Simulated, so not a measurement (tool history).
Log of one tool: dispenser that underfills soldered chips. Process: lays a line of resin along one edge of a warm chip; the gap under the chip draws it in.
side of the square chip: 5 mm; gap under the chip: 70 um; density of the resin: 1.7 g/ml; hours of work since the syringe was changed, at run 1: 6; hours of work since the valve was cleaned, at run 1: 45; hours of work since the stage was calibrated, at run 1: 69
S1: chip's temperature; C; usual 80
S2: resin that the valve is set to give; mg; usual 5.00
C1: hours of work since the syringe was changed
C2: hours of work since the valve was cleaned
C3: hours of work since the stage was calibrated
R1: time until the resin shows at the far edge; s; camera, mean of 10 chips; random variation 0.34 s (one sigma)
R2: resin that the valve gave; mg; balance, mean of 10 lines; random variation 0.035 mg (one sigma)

run 1 day=0.000 | S1=80 S2=5.00 | C1=6 C2=45 C3=69 | R1=26.9 R2=4.80
run 2 day=0.254 | S1=80 S2=5.00 | C1=10 C2=49 C3=73 | R1=37.2 R2=4.84
-- day=0.292 new syringe of resin
run 3 day=0.638 | S1=80 S2=5.00 | C1=5 C2=55 C3=79 | R1=26.2 R2=4.81
-- day=0.962 new syringe of resin
run 4 day=1.071 | S1=80 S2=5.00 | C1=2 C2=61 C3=85 | R1=19.6 R2=4.72
-- day=1.200 dispensing valve cleaned and set on the balance
run 5 day=1.562 | S1=80 S2=5.00 | C1=9 C2=6 C3=93 | R1=34.5 R2=4.97
-- day=1.683 new syringe of resin
run 6 day=2.054 | S1=80 S2=5.00 | C1=6 C2=13 C3=100 | R1=26.8 R2=5.00
-- day=2.350 new syringe of resin
run 7 day=2.367 | S1=80 S2=6.22 | C1=0 C2=18 C3=105 | R1=17.4 R2=6.11
run 8 day=2.825 | S1=80 S2=5.00 | C1=8 C2=25 C3=112 | R1=30.6 R2=4.87
-- day=3.046 new syringe of resin
run 9 day=3.200 | S1=80 S2=5.02 | C1=2 C2=31 C3=118 | R1=21.2 R2=4.89
run 10 day=3.688 | S1=80 S2=5.02 | C1=10 C2=39 C3=126 | R1=38.7 R2=4.86
-- day=3.725 new syringe of resin
run 11 day=3.946 | S1=80 S2=5.02 | C1=4 C2=43 C3=130 | R1=22.9 R2=4.89
-- day=4.392 new syringe of resin
run 12 day=4.392 | S1=80 S2=5.02 | C1=0 C2=50 C3=137 | R1=17.3 R2=4.79

The next listed run, before its measurement:
run 13 day=4.750 | S1=68 S2=5.00 | C1=6 C2=55 C3=142 | R1=? R2=?

Run 13 gave R1 52.1 s, R2 4.78 mg.
Without the tool's hidden state the same run would have given R1 31.7 s, R2 4.98 mg.

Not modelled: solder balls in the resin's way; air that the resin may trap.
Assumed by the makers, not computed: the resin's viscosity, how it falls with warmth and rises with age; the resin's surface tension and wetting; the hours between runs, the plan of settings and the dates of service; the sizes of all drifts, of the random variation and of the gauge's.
